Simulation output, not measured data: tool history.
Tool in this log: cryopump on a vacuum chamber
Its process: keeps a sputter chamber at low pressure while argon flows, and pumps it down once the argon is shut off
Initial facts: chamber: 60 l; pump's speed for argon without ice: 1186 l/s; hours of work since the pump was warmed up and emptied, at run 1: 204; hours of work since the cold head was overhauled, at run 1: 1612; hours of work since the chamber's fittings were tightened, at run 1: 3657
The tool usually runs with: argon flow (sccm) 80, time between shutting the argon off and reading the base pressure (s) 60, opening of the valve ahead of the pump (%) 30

run    hour  argon flow (sccm)  time between shutting the argon off and reading the base pressure (s)  opening of the valve ahead of the pump (%)  hours of work since the pump was warmed up and emptied  hours of work since the cold head was overhauled  hours of work since the chamber's fittings were tightened  pressure while argon flows (Pa)  pressure after the wait (uPa)
  1       0                 80                                                                     60                                          30                                                     204                                              1612                                                       3657                           0.3975                           3.94
  2    85.3                 80                                                                    204                                          30                                                     266                                              1673                                                       3719                           0.4037                           2.69
      163.8  -- pump warmed up, emptied and cooled again
  3     175                 80                                                                    204                                          30                                                       8                                              1734                                                       3780                           0.3818                           2.23
      197.4  -- leaking fittings of the chamber tightened, without venting
  4   217.3                 80                                                                    204                                          25                                                      37                                              1763                                                         14                           0.4606                           0.92
  5   298.2                 80                                                                    204                                          25                                                      95                                              1822                                                         73                           0.4655                           0.98
  6     373                 80                                                                     60                                          30                                                     149                                              1876                                                        126                           0.3955                           2.31
  7   455.1                 80                                                                     60                                          30                                                     208                                              1935                                                        185                           0.3949                           2.32
  8   515.7                 80                                                                     60                                          32                                                     252                                              1978                                                        229                           0.3812                           2.41
  9   587.6                 80                                                                     60                                          32                                                     304                                              2030                                                        281                           0.3824                           2.43
      611.2  -- pump warmed up, emptied and cooled again
 10   630.1                 80                                                                     60                                          32                                                      14                                              2057                                                        308                           0.3583                           2.35
 11   703.2                 80                                                                     60                                          32                                                      66                                              2109                                                        360                           0.3642                           2.35
 12   742.5                 93                                                                     60                                          30                                                      95                                              2138                                                        389                           0.4518                           2.44
 13   802.5                 93                                                                     60                                          30                                                     138                                              2181                                                        432                           0.4567                            2.4
 14   869.1                 80                                                                     60                                          30                                                     186                                              2229                                                        480                            0.399                           2.44
 15   940.3                 80                                                                     60                                          30                                                     237                                              2280                                                        531                           0.4021                           2.48
 16  1020.4                 80                                                                     60                                          18                                                     295                                              2338                                                        589                           0.6565                           2.58
     1058.3  -- pump warmed up, emptied and cooled again
 17  1102.6                 80                                                                     60                                          18                                                      32                                              2393                                                        644                           0.6348                           2.53
 18  1171.1                 80                                                                     60                                          25                                                      81                                              2443                                                        693                           0.4632                            2.6
 19  1242.7                 80                                                                     60                                          37                                                     133                                              2494                                                        745                           0.3203                           2.53
 20  1307.9                 80                                                                     60                                          37                                                     180                                              2541                                                        792                           0.3238                           2.58
 21  1399.5                132                                                                    103                                          17                                                     246                                              2607                                                        858                           1.1356                           1.85
 22  1449.8                132                                                                    103                                          20                                                     282                                              2643                                                        894                           0.9855                           1.93
     1506.2  -- pump warmed up, emptied and cooled again
 23  1541.2                 49                                                                    163                                          30                                                      25                                              2705                                                        956                           0.2352                           1.44
 24  1625.3                 49                                                                    163                                          30                                                      86                                              2766                                                       1017                           0.2391                           1.45
 25  1709.7                 41                                                                     49                                          15                                                     146                                              2827                                                       1078                            0.397                           3.16
 26  1775.2                 44                                                                     45                                          43                                                     194                                              2874                                                       1125                           0.1559                           3.41
 27  1849.6                 44                                                                     45                                          43                                                     247                                              2927                                                       1178                           0.1584                           3.48
 28  1922.5                 44                                                                     45                                          43                                                     300                                              2980                                                       1231                             0.16                            3.6
     1951.2  -- pump warmed up, emptied and cooled again
 29  2002.8                 95                                                                     23                                          30                                                      37                                              3034                                                       1285                           0.4585                           5.88
 30  2094.6                 78                                                                    258                                          21                                                     103                                              3100                                                       1351                           0.5435                           1.39
 31  2133.4                 80                                                                     42                                          30                                                     131                                              3128                                                       1379                           0.3922                           3.55
 32  2212.5                 54                                                                     29                                          38                                                     188                                              3185                                                       1436                           0.2156                           5.06
 33  2249.7                 67                                                                     60                                          30                                                     215                                              3212                                                       1463                           0.3363                           3.02
 34  2299.9                 67                                                                     60                                          30                                                     251                                              3248                                                       1499                           0.3372                           3.02
 35  2337.6                 67                                                                     60                                          30                                                     278                                              3275                                                       1526                           0.3419                           2.97

Some steps in pressure while argon flows (Pa) between neighbouring runs. How much of each would the tool show without its hidden state too (settings, what came in, random variation), and how much is left for the hidden state, with any gauge scatter that isn't in both results?
The hidden state here: pump's speed, % of a pump's without ice; cold plate's temperature, K; leak into the chamber, uPa l/s; drift of the gauge itself on working_pa, %; drift of the gauge itself on base_upa, %.
Run 9 -> 10: pump warmed up, emptied and cooled again. pressure while argon flows (Pa) -0.0241: hidden state -0.025, all else +0.0009.
Run 16 -> 17: pump warmed up, emptied and cooled again. pressure while argon flows (Pa) -0.0217: hidden state -0.0227, all else +0.001.
Run 20 -> 21: argon flow (sccm) 80 -> 132, time between shutting the argon off and reading the base pressure (s) 60 -> 103, opening of the valve ahead of the pump (%) 37 -> 17. pressure while argon flows (Pa) +0.8118: hidden state +0.0206, all else +0.7912.
Run 22 -> 23: argon flow (sccm) 132 -> 49, time between shutting the argon off and reading the base pressure (s) 103 -> 163, opening of the valve ahead of the pump (%) 20 -> 30, pump warmed up, emptied and cooled again. pressure while argon flows (Pa) -0.7503: hidden state -0.0405, all else -0.7098.
Run 28 -> 29: argon flow (sccm) 44 -> 95, time between shutting the argon off and reading the base pressure (s) 45 -> 23, opening of the valve ahead of the pump (%) 43 -> 30, pump warmed up, emptied and cooled again. pressure while argon flows (Pa) +0.2985: hidden state -0.0077, all else +0.3062.
